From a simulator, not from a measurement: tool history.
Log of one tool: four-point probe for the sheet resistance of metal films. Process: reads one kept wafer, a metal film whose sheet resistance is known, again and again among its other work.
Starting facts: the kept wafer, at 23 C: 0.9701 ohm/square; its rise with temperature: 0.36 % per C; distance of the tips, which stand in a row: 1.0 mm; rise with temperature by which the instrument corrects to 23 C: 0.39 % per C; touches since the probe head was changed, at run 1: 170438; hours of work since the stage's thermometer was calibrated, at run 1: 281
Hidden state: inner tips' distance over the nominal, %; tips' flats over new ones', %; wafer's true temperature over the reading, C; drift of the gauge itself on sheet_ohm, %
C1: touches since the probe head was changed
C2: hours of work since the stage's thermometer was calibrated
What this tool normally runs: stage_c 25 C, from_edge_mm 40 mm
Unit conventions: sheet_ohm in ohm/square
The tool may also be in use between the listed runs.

{"run": 1, "hour": 0.0, "stage_c": 25, "from_edge_mm": 40, "C1": 170438, "C2": 281, "sheet_ohm": 0.98443}
{"run": 2, "hour": 110.1, "stage_c": 29, "from_edge_mm": 40, "C1": 174213, "C2": 360, "sheet_ohm": 0.983233}
{"run": 3, "hour": 187.5, "stage_c": 25, "from_edge_mm": 10, "C1": 176866, "C2": 416, "sheet_ohm": 0.989378}
{"run": 4, "hour": 277.9, "stage_c": 24, "from_edge_mm": 40, "C1": 179966, "C2": 480, "sheet_ohm": 0.984968}
{"run": 5, "hour": 397.8, "stage_c": 24, "from_edge_mm": 40, "C1": 184079, "C2": 566, "sheet_ohm": 0.985652}
{"run": 6, "hour": 458.1, "stage_c": 22, "from_edge_mm": 40, "C1": 186145, "C2": 610, "sheet_ohm": 0.985614}
{"run": 7, "hour": 547.9, "stage_c": 25, "from_edge_mm": 11, "C1": 189226, "C2": 674, "sheet_ohm": 0.989082}
{"run": 8, "hour": 631.8, "stage_c": 25, "from_edge_mm": 11, "C1": 192103, "C2": 734, "sheet_ohm": 0.988939}
{"run": 9, "hour": 689.8, "stage_c": 31, "from_edge_mm": 11, "C1": 194091, "C2": 776, "sheet_ohm": 0.987744}
{"run": 10, "hour": 811.6, "stage_c": 31, "from_edge_mm": 11, "C1": 198266, "C2": 863, "sheet_ohm": 0.987876}
{"hour": 888.2, "done": "new probe head fitted"}
{"run": 11, "hour": 901.2, "stage_c": 31, "from_edge_mm": 11, "C1": 446, "C2": 927, "sheet_ohm": 0.971963}
{"run": 12, "hour": 976.9, "stage_c": 32, "from_edge_mm": 19, "C1": 3042, "C2": 981, "sheet_ohm": 0.969039}
{"run": 13, "hour": 1074.5, "stage_c": 32, "from_edge_mm": 19, "C1": 6389, "C2": 1051, "sheet_ohm": 0.969298}
{"run": 14, "hour": 1191.4, "stage_c": 32, "from_edge_mm": 33, "C1": 10397, "C2": 1135, "sheet_ohm": 0.968265}
{"run": 15, "hour": 1278.5, "stage_c": 30, "from_edge_mm": 18, "C1": 13384, "C2": 1197, "sheet_ohm": 0.970322}

3 options for the next run, each taken on its own from the tool as it stands now. Forecast them:
{"run": "A", "hour": 1370.8, "stage_c": 19, "from_edge_mm": 49, "C1": 16549, "C2": 1264, "sheet_ohm": "?"}
{"run": "B", "hour": 1370.8, "stage_c": 20, "from_edge_mm": 5, "C1": 16549, "C2": 1264, "sheet_ohm": "?"}
{"run": "C", "hour": 1370.8, "stage_c": 20, "from_edge_mm": 35, "C1": 16549, "C2": 1264, "sheet_ohm": "?"}

run=A sheet_ohm=0.972083
run=B sheet_ohm=0.992601
run=C sheet_ohm=0.971982
The same runs, with their run-to-run variation unchanged, on a tool lacking any hidden condition would have given:
run=A sheet_ohm=0.971406
run=B sheet_ohm=0.991907
run=C sheet_ohm=0.971298

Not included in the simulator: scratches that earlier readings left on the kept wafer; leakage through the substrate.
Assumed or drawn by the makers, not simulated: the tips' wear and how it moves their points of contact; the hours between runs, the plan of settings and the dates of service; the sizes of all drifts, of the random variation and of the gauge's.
